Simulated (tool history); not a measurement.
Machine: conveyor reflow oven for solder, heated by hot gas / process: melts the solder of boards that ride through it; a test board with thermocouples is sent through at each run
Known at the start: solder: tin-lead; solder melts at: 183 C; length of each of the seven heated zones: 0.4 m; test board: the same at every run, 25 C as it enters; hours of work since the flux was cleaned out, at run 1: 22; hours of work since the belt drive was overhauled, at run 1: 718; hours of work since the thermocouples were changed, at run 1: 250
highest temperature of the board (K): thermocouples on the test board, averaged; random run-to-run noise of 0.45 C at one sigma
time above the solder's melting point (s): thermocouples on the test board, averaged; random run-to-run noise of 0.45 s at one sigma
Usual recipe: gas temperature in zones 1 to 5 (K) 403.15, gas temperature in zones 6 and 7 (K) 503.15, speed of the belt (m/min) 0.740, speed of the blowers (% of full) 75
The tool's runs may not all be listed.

| run | hour | gas temperature in zones 1 to 5 (K) | gas temperature in zones 6 and 7 (K) | speed of the belt (m/min) | speed of the blowers (% of full) | hours of work since the flux was cleaned out | hours of work since the belt drive was overhauled | hours of work since the thermocouples were changed | highest temperature of the board (K) | time above the solder's melting point (s) |
|---|---|---|---|---|---|---|---|---|---|---|
| 1 | 0.0 | 403.15 | 503.15 | 0.740 | 75 | 22 | 718 | 250 | 486.35 | 44.4 |
| 2 | 24.6 | 403.15 | 510.15 | 0.740 | 75 | 33 | 729 | 261 | 492.45 | 48.4 |
| 3 | 47.8 | 403.15 | 503.15 | 0.740 | 75 | 43 | 738 | 270 | 486.45 | 44.1 |
| 4 | 77.7 | 403.15 | 503.15 | 0.740 | 75 | 55 | 751 | 283 | 485.35 | 44.1 |
| 5 | 108.8 | 403.15 | 503.15 | 0.740 | 75 | 69 | 764 | 296 | 485.35 | 43.8 |
|  | 115.2 | belt drive overhauled, speed set with a stopwatch |
| 6 | 131.2 | 403.15 | 503.15 | 0.740 | 75 | 76 | 7 | 304 | 486.25 | 42.3 |
| 7 | 149.9 | 398.15 | 503.15 | 0.740 | 75 | 84 | 15 | 312 | 483.75 | 41.4 |
| 8 | 164.9 | 403.15 | 503.15 | 0.740 | 75 | 91 | 21 | 319 | 485.15 | 42.5 |
| 9 | 188.4 | 403.15 | 511.15 | 0.740 | 75 | 101 | 31 | 329 | 492.55 | 47.8 |
| 10 | 211.9 | 403.15 | 503.15 | 0.740 | 75 | 111 | 41 | 339 | 484.85 | 42.4 |
|  | 219.1 | flux residue cleaned out of gas plates and filters |
| 11 | 244.0 | 403.15 | 503.15 | 0.740 | 75 | 11 | 53 | 350 | 484.65 | 41.9 |
| 12 | 274.3 | 403.15 | 503.15 | 0.740 | 75 | 24 | 66 | 363 | 483.35 | 42.6 |
|  | 285.9 | flux residue cleaned out of gas plates and filters, once more |
| 13 | 292.9 | 403.15 | 506.15 | 0.740 | 56 | 3 | 72 | 369 | 482.95 | 40.2 |
| 14 | 318.0 | 393.15 | 508.15 | 0.806 | 56 | 14 | 82 | 380 | 478.85 | 30.3 |
| 15 | 345.5 | 393.15 | 508.15 | 0.806 | 56 | 25 | 94 | 391 | 479.25 | 30.8 |
| 16 | 360.4 | 389.15 | 496.15 | 0.599 | 69 | 32 | 100 | 398 | 482.45 | 47.9 |
| 17 | 382.6 | 389.15 | 496.15 | 0.599 | 69 | 41 | 110 | 407 | 482.05 | 47.8 |
| 18 | 409.6 | 389.15 | 496.15 | 0.747 | 55 | 53 | 121 | 419 | 471.15 | 24.3 |
| 19 | 439.2 | 389.15 | 496.15 | 0.747 | 55 | 65 | 134 | 431 | 471.25 | 24.2 |
| 20 | 470.3 | 400.15 | 496.15 | 0.747 | 58 | 79 | 147 | 445 | 473.85 | 30.5 |
| 21 | 497.7 | 403.15 | 515.15 | 0.630 | 61 | 90 | 159 | 456 | 497.55 | 60.3 |
| 22 | 513.6 | 394.15 | 506.15 | 0.858 | 89 | 97 | 166 | 463 | 482.95 | 32.9 |
| 23 | 538.2 | 394.15 | 506.15 | 0.858 | 89 | 108 | 176 | 474 | 482.75 | 32.8 |
| 24 | 556.3 | 394.15 | 506.15 | 0.858 | 89 | 115 | 184 | 481 | 483.95 | 32.8 |

3 options for the next run, each taken on its own from the tool as it stands now. Forecast them:
| A | 573.1 | 414.15 | 506.15 | 0.682 | 89 | 122 | 191 | 488 | ? | ? |
| B | 573.1 | 396.15 | 506.15 | 0.689 | 57 | 122 | 191 | 488 | ? | ? |
| C | 573.1 | 403.15 | 503.15 | 0.608 | 69 | 122 | 191 | 488 | ? | ? |

| run | highest temperature of the board (K) | time above the solder's melting point (s) |
|---|---|---|
| A | 493.55 | 56.6 |
| B | 484.85 | 42.5 |
| C | 489.65 | 57.2 |
Without the tool's unlogged condition, the same runs would have read:
| run | highest temperature of the board (K) | time above the solder's melting point (s) |
|---|---|---|
| A | 494.15 | 56.9 |
| B | 485.55 | 43.1 |
| C | 490.25 | 57.6 |

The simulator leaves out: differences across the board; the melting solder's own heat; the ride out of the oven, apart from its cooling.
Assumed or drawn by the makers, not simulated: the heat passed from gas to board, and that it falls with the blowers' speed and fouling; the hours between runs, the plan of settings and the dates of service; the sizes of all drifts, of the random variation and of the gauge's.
